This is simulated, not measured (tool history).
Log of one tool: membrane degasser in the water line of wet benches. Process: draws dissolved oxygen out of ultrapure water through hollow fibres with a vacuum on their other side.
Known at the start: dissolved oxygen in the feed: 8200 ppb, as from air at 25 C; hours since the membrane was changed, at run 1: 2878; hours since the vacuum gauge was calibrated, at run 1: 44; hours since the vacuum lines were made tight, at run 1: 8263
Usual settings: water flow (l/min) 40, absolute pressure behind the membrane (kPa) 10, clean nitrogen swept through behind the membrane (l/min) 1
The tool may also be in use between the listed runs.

run,hour,water flow (l/min),absolute pressure behind the membrane (kPa),clean nitrogen swept through behind the membrane (l/min),hours since the membrane was changed,hours since the vacuum gauge was calibrated,hours since the vacuum lines were made tight,dissolved oxygen in the water behind the degasser (ppb),pressure that the water loses in the fibres (kPa)
1,0,40,10,1,2878,44,8263,522.3,33.94
2,150.7,40,19.7,1,3028,195,8413,1175.5,33.64
3,301.5,40,19.7,1,3179,346,8564,1171.2,33.85
4,391.8,40,10,1,3269,436,8654,525.4,34.29
5,531.2,40,10,1,3409,575,8794,523.9,33.95
6,648.8,40,10,1,3526,693,8911,524.6,33.9
7,774.5,40,10,0.4,3652,819,9037,977.8,33.93
8,897.4,40,10,0.4,3775,941,9160,966.8,33.94
9,1029.6,40,10,2.77,3907,1074,9292,226.5,33.89
10,1186,40,10,1,4064,1230,9449,524.7,34.08
11,1329.5,40,10,1,4207,1374,9592,524.6,34
12,1414.2,40,10,1,4292,1458,9677,525.9,34.18
13,1506.8,40,10,1,4384,1551,9769,521.5,34.04
14,1601.7,40,10,1,4479,1646,9864,523.6,34.2
15,1701.7,40,10,1,4579,1746,9964,521.9,33.71
16,1787.3,40,10,1,4665,1831,10050,522.2,33.88
17,1925.2,40,10,1,4803,1969,10188,523.3,33.9
18,2055,40,10,1,4933,2099,10318,521.4,33.85
19,2168,47,10,1.38,5046,2212,10431,463.2,39.77
20,2276.1,47,19.8,1.68,5154,2320,10539,905,39.65
21,2363,47,19.8,0.82,5241,2407,10626,1511.7,40.32
22,2475.3,47,8,2.48,5353,2519,10738,209,39.59
23,2580.2,64,8,1.45,5458,2624,10843,418.8,54.66
24,2733.2,64,8,1.45,5611,2777,10996,419.1,54.02
25,2814.1,64,8,1.45,5692,2858,11077,419.7,54.66
26,2902.5,64,8,1.45,5780,2947,11165,419.8,54.59
27,3050.2,44,9.6,1.62,5928,3094,11313,366.2,37.23
28,3145.4,62,15.3,1.82,6023,3190,11408,797.3,52.87
29,3219.3,45,10,1.57,6097,3263,11482,404.6,38.21
30,3294.5,45,10,1.57,6172,3339,11557,406.6,38.11
# hour 3353.3: seals of the vacuum lines changed
31,3373.8,54,14,1,6249,3416,21,1001.4,45.97

Forecast each of these 4 alternatives for the next run:
A,3549.5,34,10.2,1,6425,3592,196,?,?
B,3549.5,25,14.2,0.64,6425,3592,196,?,?
C,3549.5,54,21.2,1.7,6425,3592,196,?,?
D,3549.5,49,14,1,6425,3592,196,?,?

run,dissolved oxygen in the water behind the degasser (ppb),pressure that the water loses in the fibres (kPa)
A,472.2,28.65
B,797.5,21.19
C,1074.4,45.67
D,931.6,41.58
Without the tool's hidden state the same runs would have given:
run,dissolved oxygen in the water behind the degasser (ppb),pressure that the water loses in the fibres (kPa)
A,472.1,28.64
B,797.4,21.18
C,1074.3,45.65
D,931.4,41.56
